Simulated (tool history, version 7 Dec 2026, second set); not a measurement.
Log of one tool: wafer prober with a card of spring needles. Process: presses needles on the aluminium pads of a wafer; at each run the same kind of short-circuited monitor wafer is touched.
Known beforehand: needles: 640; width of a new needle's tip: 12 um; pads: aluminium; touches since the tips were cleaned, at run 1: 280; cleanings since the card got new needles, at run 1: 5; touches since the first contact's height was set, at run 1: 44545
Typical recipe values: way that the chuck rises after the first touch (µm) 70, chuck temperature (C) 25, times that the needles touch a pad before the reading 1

| run | hour | way that the chuck rises after the first touch (µm) | chuck temperature (C) | times that the needles touch a pad before the reading | touches since the tips were cleaned | cleanings since the card got new needles | touches since the first contact's height was set | resistance of one needle with its contact and lead (mohm) | way that a needle slides on the pad (µm) |
|---|---|---|---|---|---|---|---|---|---|
| 1 | 0 | 70 | 25 | 1 | 280 | 5 | 44545 | 225 | 15.94 |
|  | 12.8 | tips cleaned on abrasive film |
| 2 | 14.4 | 70 | 25 | 1 | 900 | 6 | 52903 | 228 | 15.91 |
| 3 | 25.4 | 70 | 25 | 1 | 7356 | 6 | 59359 | 227 | 15.92 |
|  | 26.8 | tips cleaned on abrasive film |
|  | 39.8 | tips cleaned on abrasive film |
| 4 | 39.8 | 70 | 25 | 1 | 0 | 8 | 67710 | 223 | 15.93 |
|  | 52.8 | tips cleaned on abrasive film |
| 5 | 57.3 | 70 | 25 | 1 | 2640 | 9 | 77897 | 224 | 15.89 |
| 6 | 65.1 | 70 | 25 | 1 | 7215 | 9 | 82472 | 226 | 15.92 |
|  | 66.1 | tips cleaned on abrasive film |
| 7 | 73.5 | 70 | 25 | 1 | 4331 | 10 | 87350 | 226 | 15.91 |
|  | 80.1 | tips cleaned on abrasive film |
| 8 | 89.8 | 70 | 25 | 1 | 5727 | 11 | 96868 | 225 | 15.87 |
|  | 93.4 | tips cleaned on abrasive film |
| 9 | 104 | 70 | 25 | 1 | 6198 | 12 | 105124 | 219 | 15.89 |
|  | 107.5 | tips cleaned on abrasive film |
|  | 121.3 | tips cleaned on abrasive film |
| 10 | 121.4 | 70 | 87 | 1 | 16 | 14 | 115172 | 239 | 15.86 |
| 11 | 132.5 | 70 | 87 | 1 | 6553 | 14 | 121709 | 240 | 15.87 |
|  | 134.6 | tips cleaned on abrasive film |
|  | 147.9 | tips cleaned on abrasive film |
| 12 | 150.3 | 70 | 25 | 1 | 1412 | 16 | 132058 | 225 | 15.88 |
| 13 | 159.9 | 70 | 25 | 1 | 6990 | 16 | 137636 | 226 | 15.87 |
|  | 161.3 | tips cleaned on abrasive film |
| 14 | 168.6 | 70 | 25 | 1 | 4252 | 17 | 142688 | 228 | 15.84 |
|  | 174.3 | tips cleaned on abrasive film |
| 15 | 186.6 | 70 | 58 | 1 | 7184 | 18 | 153190 | 235 | 15.83 |
|  | 188.3 | tips cleaned on abrasive film |
| 16 | 196.8 | 70 | 58 | 1 | 4988 | 19 | 159119 | 235 | 15.86 |
|  | 201.7 | tips cleaned on abrasive film |
| 17 | 205.5 | 51 | 58 | 2 | 2197 | 20 | 164150 | 238 | 11.56 |
|  | 215.8 | tips cleaned on abrasive film |
| 18 | 216.7 | 54 | 25 | 2 | 539 | 21 | 170682 | 230 | 12.21 |
|  | 230.2 | tips cleaned on abrasive film |
| 19 | 232.6 | 54 | 25 | 2 | 1422 | 22 | 179958 | 230 | 12.21 |
| 20 | 240.4 | 51 | 25 | 1 | 5991 | 22 | 184527 | 230 | 11.52 |
|  | 243.8 | tips cleaned on abrasive film |
| 21 | 253.3 | 51 | 60 | 1 | 5525 | 23 | 191986 | 235 | 11.53 |
|  | 257.7 | tips cleaned on abrasive film |
| 22 | 260.7 | 51 | 60 | 1 | 1754 | 24 | 196282 | 240 | 11.52 |
| 23 | 268 | 51 | 60 | 1 | 6071 | 24 | 200599 | 242 | 11.53 |
|  | 271.2 | tips cleaned on abrasive film |
|  | 274.5 | height of the first contact set anew |
|  | 284.5 | tips cleaned on abrasive film |
| 24 | 286.6 | 56 | 33 | 1 | 1245 | 26 | 7014 | 232 | 12.66 |
|  | 298.1 | tips cleaned on abrasive film |
| 25 | 302.1 | 64 | 98 | 1 | 2350 | 27 | 16056 | 243 | 14.44 |
|  | 312.1 | tips cleaned on abrasive film |
| 26 | 314.3 | 64 | 98 | 1 | 1258 | 28 | 23128 | 245 | 14.44 |
| 27 | 324 | 64 | 67 | 1 | 6980 | 28 | 28850 | 237 | 14.46 |
|  | 325.1 | tips cleaned on abrasive film |
|  | 338.3 | tips cleaned on abrasive film |
| 28 | 340.7 | 57 | 60 | 2 | 1402 | 30 | 38473 | 233 | 12.88 |
|  | 351.9 | tips cleaned on abrasive film |
| 29 | 358.8 | 51 | 54 | 2 | 3996 | 31 | 49024 | 236 | 11.49 |

Run 30 is up next; what results do you expect?
|  | 361.6 | gauge calibrated |
|  | 366.1 | tips cleaned on abrasive film |
| 30 | 370.7 | 65 | 52 | 1 | 2710 | 32 | 55974 | ? | ? |

{"run 30": {"resistance of one needle with its contact and lead (mohm)": 230, "way that a needle slides on the pad (µm)": 14.74}}
Minus the tool's unlogged condition, the same run would have read resistance of one needle with its contact and lead (mohm) 230, way that a needle slides on the pad (µm) 14.74.
